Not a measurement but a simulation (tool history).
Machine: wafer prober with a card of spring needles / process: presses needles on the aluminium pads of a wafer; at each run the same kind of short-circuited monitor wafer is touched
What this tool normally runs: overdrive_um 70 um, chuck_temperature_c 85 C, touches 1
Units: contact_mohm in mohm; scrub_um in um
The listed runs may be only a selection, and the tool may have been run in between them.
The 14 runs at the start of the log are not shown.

At day 24.875: tips cleaned on abrasive film.
At day 25.125: height of the first contact set anew.
At day 26.004: tips cleaned on abrasive film.
Run 15, day 26.283: usual settings. Result: contact_mohm 199 mohm, scrub_um 10.4 um.
At day 27.133: tips cleaned on abrasive film.
At day 28.262: tips cleaned on abrasive film.
Run 16, day 28.779: usual settings but overdrive_um 74 um. Result: contact_mohm 198 mohm, scrub_um 11 um.
At day 29.446: tips cleaned on abrasive film.
Run 17, day 29.925: usual settings but overdrive_um 53 um, chuck_temperature_c 88 C. Result: contact_mohm 204 mohm, scrub_um 7.9 um.
At day 30.588: tips cleaned on abrasive film.
At day 31.712: tips cleaned on abrasive film.
Run 18, day 32.088: usual settings but overdrive_um 89 um, chuck_temperature_c 88 C. Result: contact_mohm 197 mohm, scrub_um 13.27 um.
At day 32.821: tips cleaned on abrasive film.
Run 19, day 33.512: usual settings but overdrive_um 89 um, chuck_temperature_c 43 C, touches 2. Result: contact_mohm 185 mohm, scrub_um 13.28 um.
At day 33.992: tips cleaned on abrasive film.
Run 20, day 34.946: usual settings but overdrive_um 71 um, chuck_temperature_c 38 C, touches 2. Result: contact_mohm 190 mohm, scrub_um 10.59 um.
At day 35.192: tips cleaned on abrasive film.
At day 36.496: tips cleaned on abrasive film.
Run 21, day 36.838: usual settings but overdrive_um 84 um, chuck_temperature_c 84 C, touches 3. Result: contact_mohm 199 mohm, scrub_um 12.51 um.
At day 37.579: tips cleaned on abrasive film.
At day 38.783: tips cleaned on abrasive film.
Run 22, day 39.446: usual settings but overdrive_um 60 um, touches 2. Result: contact_mohm 201 mohm, scrub_um 8.92 um.
At day 39.933: tips cleaned on abrasive film.
At day 41.038: tips cleaned on abrasive film.
Run 23, day 41.062: usual settings but overdrive_um 53 um, chuck_temperature_c 29 C, touches 3. Result: contact_mohm 189 mohm, scrub_um 7.89 um.
At day 42.229: tips cleaned on abrasive film.
Run 24, day 42.358: usual settings but overdrive_um 77 um, touches 2. Result: contact_mohm 197 mohm, scrub_um 11.46 um.
At day 43.346: tips cleaned on abrasive film.
Run 25, day 43.996: usual settings but overdrive_um 77 um, touches 2. Result: contact_mohm 195 mohm, scrub_um 11.47 um.
At day 44.538: tips cleaned on abrasive film.
At day 45.621: tips cleaned on abrasive film.
Run 26, day 46.317: usual settings but chuck_temperature_c 26 C. Result: contact_mohm 189 mohm, scrub_um 10.44 um.
At day 46.788: tips cleaned on abrasive film.
At day 46.8: height of the first contact set anew.
At day 48.062: tips cleaned on abrasive film.
Run 27, day 48.971: usual settings but chuck_temperature_c 26 C. Result: contact_mohm 186 mohm, scrub_um 10.43 um.
At day 49.233: tips cleaned on abrasive film.
At day 50.421: tips cleaned on abrasive film.
Run 28, day 50.683: usual settings but chuck_temperature_c 26 C. Result: contact_mohm 186 mohm, scrub_um 10.44 um.
At day 51.554: tips cleaned on abrasive film.
At day 52.696: tips cleaned on abrasive film.
Run 29, day 52.696: usual settings but chuck_temperature_c 26 C. Result: contact_mohm 186 mohm, scrub_um 10.43 um.
At day 53.854: tips cleaned on abrasive film.
Run 30, day 54.162: usual settings but overdrive_um 55 um, chuck_temperature_c 34 C. Result: contact_mohm 192 mohm, scrub_um 8.21 um.

Forecast each of these 4 alternatives for the next run:
At day 54.967: tips cleaned on abrasive film.
Run A, day 55.246: usual settings but chuck_temperature_c 32 C, touches 2. Result: contact_mohm ?, scrub_um ?.
At day 54.967: tips cleaned on abrasive film.
Run B, day 55.246: usual settings but overdrive_um 78 um. Result: contact_mohm ?, scrub_um ?.
At day 54.967: tips cleaned on abrasive film.
Run C, day 55.246: usual settings but overdrive_um 81 um, chuck_temperature_c 28 C, touches 2. Result: contact_mohm ?, scrub_um ?.
At day 54.967: tips cleaned on abrasive film.
Run D, day 55.246: usual settings but overdrive_um 57 um, chuck_temperature_c 55 C, touches 2. Result: contact_mohm ?, scrub_um ?.

run  contact_mohm  scrub_um
  A           185     10.43
  B           199     11.62
  C           181     12.08
  D           192      8.48
Without the tool's unlogged condition, the same runs would have read:
run  contact_mohm  scrub_um
  A           184     10.44
  B           199     11.62
  C           181     12.08
  D           191      8.48
